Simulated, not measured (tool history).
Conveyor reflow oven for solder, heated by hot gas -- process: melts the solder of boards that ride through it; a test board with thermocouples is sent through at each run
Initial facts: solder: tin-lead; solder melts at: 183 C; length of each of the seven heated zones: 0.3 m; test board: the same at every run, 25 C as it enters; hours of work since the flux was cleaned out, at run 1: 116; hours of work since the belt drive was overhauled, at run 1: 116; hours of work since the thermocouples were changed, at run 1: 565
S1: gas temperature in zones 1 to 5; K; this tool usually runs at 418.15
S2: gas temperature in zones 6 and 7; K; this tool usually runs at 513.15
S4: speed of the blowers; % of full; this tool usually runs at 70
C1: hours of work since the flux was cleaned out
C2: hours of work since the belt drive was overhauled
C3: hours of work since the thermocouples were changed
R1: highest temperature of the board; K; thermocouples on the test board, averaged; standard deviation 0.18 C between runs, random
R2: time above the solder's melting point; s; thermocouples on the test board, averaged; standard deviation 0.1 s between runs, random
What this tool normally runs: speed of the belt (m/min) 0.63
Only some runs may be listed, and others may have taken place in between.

Run 1, hour 0: usual settings; C1 116; C2 116; C3 565. Result: R1 490.05 K, R2 43.4 s.
Run 2, hour 53.7: usual settings; C1 150; C2 150; C3 599. Result: R1 489.45 K, R2 43.2 s.
Run 3, hour 105.5: usual settings; C1 182; C2 182; C3 631. Result: R1 489.45 K, R2 43.2 s.
At hour 124.2: thermocouples of zones 6 and 7 changed.
Run 4, hour 129.9: usual settings; C1 196; C2 196; C3 4. Result: R1 489.75 K, R2 43.4 s.
Run 5, hour 168.5: usual settings; C1 220; C2 220; C3 28. Result: R1 489.65 K, R2 43.4 s.
Run 6, hour 214.1: usual settings; C1 248; C2 248; C3 56. Result: R1 489.25 K, R2 43.2 s.
Run 7, hour 264.2: usual settings; C1 280; C2 280; C3 87. Result: R1 489.25 K, R2 43 s.
Run 8, hour 289: usual settings; C1 295; C2 295; C3 103. Result: R1 488.85 K, R2 42.7 s.
At hour 301.3: flux residue cleaned out of gas plates and filters.
Run 9, hour 341.9: usual settings; C1 25; C2 325; C3 132. Result: R1 491.05 K, R2 44.6 s.
Run 10, hour 377.9: usual settings; C1 48; C2 347; C3 155. Result: R1 490.75 K, R2 44.5 s.
Run 11, hour 419: usual settings; C1 73; C2 373; C3 180. Result: R1 490.85 K, R2 44.2 s.
Run 12, hour 441.4: usual settings but speed of the belt (m/min) 0.733; C1 87; C2 387; C3 194. Result: R1 484.65 K, R2 33.8 s.
Run 13, hour 486.4: usual settings but S2 516.15 K; C1 115; C2 415; C3 222. Result: R1 492.65 K, R2 45.5 s.
Run 14, hour 512.5: usual settings but S2 516.15 K; C1 131; C2 431; C3 239. Result: R1 492.65 K, R2 45.4 s.
Run 15, hour 553.8: usual settings but S2 515.15 K; C1 157; C2 457; C3 264. Result: R1 491.85 K, R2 44.8 s.

Predict the results of run 16:
Run 16, hour 603.5: usual settings but S1 404.15 K, S2 509.15 K, speed of the belt (m/min) 0.597, S4 87 % of full; C1 188; C2 488; C3 295. Result: R1 ?, R2 ?.

Run 16 gave R1 490.15 K, R2 43.2 s.
Had the tool carried no hidden state, the very same run would have given R1 492.25 K, R2 44.3 s.
